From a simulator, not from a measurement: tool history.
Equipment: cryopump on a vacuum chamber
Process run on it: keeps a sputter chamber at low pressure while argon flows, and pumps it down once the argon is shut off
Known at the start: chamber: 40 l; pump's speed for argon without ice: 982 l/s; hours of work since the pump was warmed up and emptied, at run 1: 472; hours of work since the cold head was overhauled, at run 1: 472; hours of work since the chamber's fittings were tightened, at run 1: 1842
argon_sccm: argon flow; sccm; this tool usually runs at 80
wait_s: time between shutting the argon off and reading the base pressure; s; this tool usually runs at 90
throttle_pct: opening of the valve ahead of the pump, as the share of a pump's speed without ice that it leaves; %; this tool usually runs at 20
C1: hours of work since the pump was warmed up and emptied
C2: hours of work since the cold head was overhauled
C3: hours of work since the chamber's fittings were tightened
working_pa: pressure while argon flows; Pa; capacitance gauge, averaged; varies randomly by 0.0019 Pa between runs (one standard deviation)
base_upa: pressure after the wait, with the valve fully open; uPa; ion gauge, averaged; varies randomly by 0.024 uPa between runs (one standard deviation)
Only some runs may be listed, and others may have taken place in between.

{"run": 1, "hour": 0.0, "argon_sccm": 80, "wait_s": 90, "throttle_pct": 20, "C1": 472, "C2": 472, "C3": 1842, "working_pa": 0.7044, "base_upa": 1.67}
{"run": 2, "hour": 85.5, "argon_sccm": 80, "wait_s": 90, "throttle_pct": 20, "C1": 549, "C2": 549, "C3": 1918, "working_pa": 0.7051, "base_upa": 1.66}
{"run": 3, "hour": 155.1, "argon_sccm": 80, "wait_s": 90, "throttle_pct": 20, "C1": 611, "C2": 611, "C3": 1980, "working_pa": 0.7069, "base_upa": 1.81}
{"run": 4, "hour": 244.2, "argon_sccm": 80, "wait_s": 90, "throttle_pct": 20, "C1": 691, "C2": 691, "C3": 2060, "working_pa": 0.7119, "base_upa": 1.83}
{"run": 5, "hour": 287.3, "argon_sccm": 80, "wait_s": 90, "throttle_pct": 20, "C1": 729, "C2": 729, "C3": 2099, "working_pa": 0.7093, "base_upa": 1.86}
{"run": 6, "hour": 331.5, "argon_sccm": 80, "wait_s": 90, "throttle_pct": 20, "C1": 769, "C2": 769, "C3": 2138, "working_pa": 0.7141, "base_upa": 1.87}
{"run": 7, "hour": 410.3, "argon_sccm": 80, "wait_s": 90, "throttle_pct": 20, "C1": 839, "C2": 839, "C3": 2209, "working_pa": 0.7165, "base_upa": 1.92}
{"hour": 481.7, "done": "pump warmed up, emptied and cooled again"}
{"run": 8, "hour": 497.1, "argon_sccm": 49, "wait_s": 90, "throttle_pct": 20, "C1": 14, "C2": 912, "C3": 2282, "working_pa": 0.423, "base_upa": 1.75}
{"run": 9, "hour": 548.2, "argon_sccm": 35, "wait_s": 90, "throttle_pct": 20, "C1": 60, "C2": 958, "C3": 2328, "working_pa": 0.3025, "base_upa": 1.76}
{"run": 10, "hour": 597.4, "argon_sccm": 35, "wait_s": 90, "throttle_pct": 20, "C1": 103, "C2": 1002, "C3": 2372, "working_pa": 0.3022, "base_upa": 1.81}
{"run": 11, "hour": 643.6, "argon_sccm": 35, "wait_s": 90, "throttle_pct": 20, "C1": 145, "C2": 1043, "C3": 2413, "working_pa": 0.3031, "base_upa": 1.75}
{"run": 12, "hour": 726.2, "argon_sccm": 80, "wait_s": 90, "throttle_pct": 20, "C1": 219, "C2": 1117, "C3": 2487, "working_pa": 0.6969, "base_upa": 1.84}
{"run": 13, "hour": 790.8, "argon_sccm": 80, "wait_s": 90, "throttle_pct": 20, "C1": 276, "C2": 1175, "C3": 2545, "working_pa": 0.6991, "base_upa": 1.9}
{"run": 14, "hour": 837.9, "argon_sccm": 80, "wait_s": 90, "throttle_pct": 20, "C1": 319, "C2": 1217, "C3": 2587, "working_pa": 0.6983, "base_upa": 1.95}
{"run": 15, "hour": 910.6, "argon_sccm": 80, "wait_s": 90, "throttle_pct": 20, "C1": 384, "C2": 1282, "C3": 2652, "working_pa": 0.7034, "base_upa": 1.98}
{"hour": 947.2, "done": "leaking fittings of the chamber tightened, without venting"}
{"run": 16, "hour": 991.9, "argon_sccm": 80, "wait_s": 90, "throttle_pct": 20, "C1": 454, "C2": 1353, "C3": 40, "working_pa": 0.7063, "base_upa": 0.97}
{"run": 17, "hour": 1057.3, "argon_sccm": 80, "wait_s": 90, "throttle_pct": 51, "C1": 513, "C2": 1412, "C3": 98, "working_pa": 0.2887, "base_upa": 1.05}
{"run": 18, "hour": 1148.6, "argon_sccm": 64, "wait_s": 30, "throttle_pct": 55, "C1": 595, "C2": 1493, "C3": 180, "working_pa": 0.2166, "base_upa": 2.35}
{"run": 19, "hour": 1235.2, "argon_sccm": 64, "wait_s": 30, "throttle_pct": 55, "C1": 672, "C2": 1571, "C3": 258, "working_pa": 0.2195, "base_upa": 2.36}
{"run": 20, "hour": 1302.1, "argon_sccm": 64, "wait_s": 30, "throttle_pct": 55, "C1": 732, "C2": 1631, "C3": 317, "working_pa": 0.2207, "base_upa": 2.41}
{"run": 21, "hour": 1374.9, "argon_sccm": 64, "wait_s": 206, "throttle_pct": 48, "C1": 797, "C2": 1696, "C3": 382, "working_pa": 0.2519, "base_upa": 0.84}
{"run": 22, "hour": 1466.4, "argon_sccm": 72, "wait_s": 90, "throttle_pct": 36, "C1": 879, "C2": 1778, "C3": 464, "working_pa": 0.3747, "base_upa": 1.2}
{"hour": 1495.2, "done": "pump warmed up, emptied and cooled again"}
{"run": 23, "hour": 1568.1, "argon_sccm": 54, "wait_s": 90, "throttle_pct": 45, "C1": 65, "C2": 1864, "C3": 551, "working_pa": 0.2086, "base_upa": 1.17}
{"run": 24, "hour": 1629.9, "argon_sccm": 54, "wait_s": 90, "throttle_pct": 45, "C1": 120, "C2": 1919, "C3": 606, "working_pa": 0.21, "base_upa": 1.21}
{"run": 25, "hour": 1681.3, "argon_sccm": 68, "wait_s": 29, "throttle_pct": 29, "C1": 166, "C2": 1965, "C3": 652, "working_pa": 0.4105, "base_upa": 2.57}
{"run": 26, "hour": 1728.8, "argon_sccm": 81, "wait_s": 90, "throttle_pct": 49, "C1": 209, "C2": 2008, "C3": 694, "working_pa": 0.292, "base_upa": 1.21}
{"run": 27, "hour": 1820.5, "argon_sccm": 81, "wait_s": 90, "throttle_pct": 49, "C1": 291, "C2": 2090, "C3": 776, "working_pa": 0.2971, "base_upa": 1.28}
{"run": 28, "hour": 1890.7, "argon_sccm": 123, "wait_s": 45, "throttle_pct": 18, "C1": 354, "C2": 2153, "C3": 839, "working_pa": 1.1971, "base_upa": 1.97}
{"run": 29, "hour": 1981.8, "argon_sccm": 60, "wait_s": 45, "throttle_pct": 18, "C1": 435, "C2": 2234, "C3": 921, "working_pa": 0.5861, "base_upa": 1.93}
{"run": 30, "hour": 2049.3, "argon_sccm": 60, "wait_s": 45, "throttle_pct": 18, "C1": 496, "C2": 2294, "C3": 981, "working_pa": 0.5849, "base_upa": 1.96}
{"run": 31, "hour": 2142.1, "argon_sccm": 135, "wait_s": 147, "throttle_pct": 24, "C1": 579, "C2": 2377, "C3": 1064, "working_pa": 1.0051, "base_upa": 1.19}
{"run": 32, "hour": 2237.9, "argon_sccm": 135, "wait_s": 147, "throttle_pct": 24, "C1": 664, "C2": 2463, "C3": 1150, "working_pa": 1.0075, "base_upa": 1.21}
{"run": 33, "hour": 2310.4, "argon_sccm": 135, "wait_s": 147, "throttle_pct": 24, "C1": 729, "C2": 2528, "C3": 1215, "working_pa": 1.0089, "base_upa": 1.27}
{"run": 34, "hour": 2375.8, "argon_sccm": 153, "wait_s": 90, "throttle_pct": 20, "C1": 787, "C2": 2586, "C3": 1273, "working_pa": 1.3735, "base_upa": 1.54}

Hidden condition of the tool, last listed run before each entry between runs versus first listed run after:
From run 7 to run 8: pump warmed up, emptied and cooled again (hour 481.7)
  pump's speed, % of a pump's without ice: 83.1 -> 99.6; cold plate's temperature, K: 12.32 -> 12.33; leak into the chamber, uPa l/s: 1052 -> 1076
  the result without the hidden state subtracted from the measured one, working_pa: +0.0291 -> +0.0008 Pa; base_upa: +1 -> +0.8 uPa
From run 15 to run 16: leaking fittings of the chamber tightened, without venting (hour 947.2)
  pump's speed, % of a pump's without ice: 91.9 -> 90.5; cold plate's temperature, K: 12.4 -> 12.41; leak into the chamber, uPa l/s: 1197 -> 340
  the result without the hidden state subtracted from the measured one, working_pa: +0.0133 -> +0.0157 Pa; base_upa: +1.03 -> +0.08 uPa
From run 22 to run 23: pump warmed up, emptied and cooled again (hour 1495.2)
  pump's speed, % of a pump's without ice: 81.6 -> 98.5; cold plate's temperature, K: 12.5 -> 12.51; leak into the chamber, uPa l/s: 481 -> 507
  the result without the hidden state subtracted from the measured one, working_pa: +0.0296 -> +0.0024 Pa; base_upa: +0.29 -> +0.22 uPa
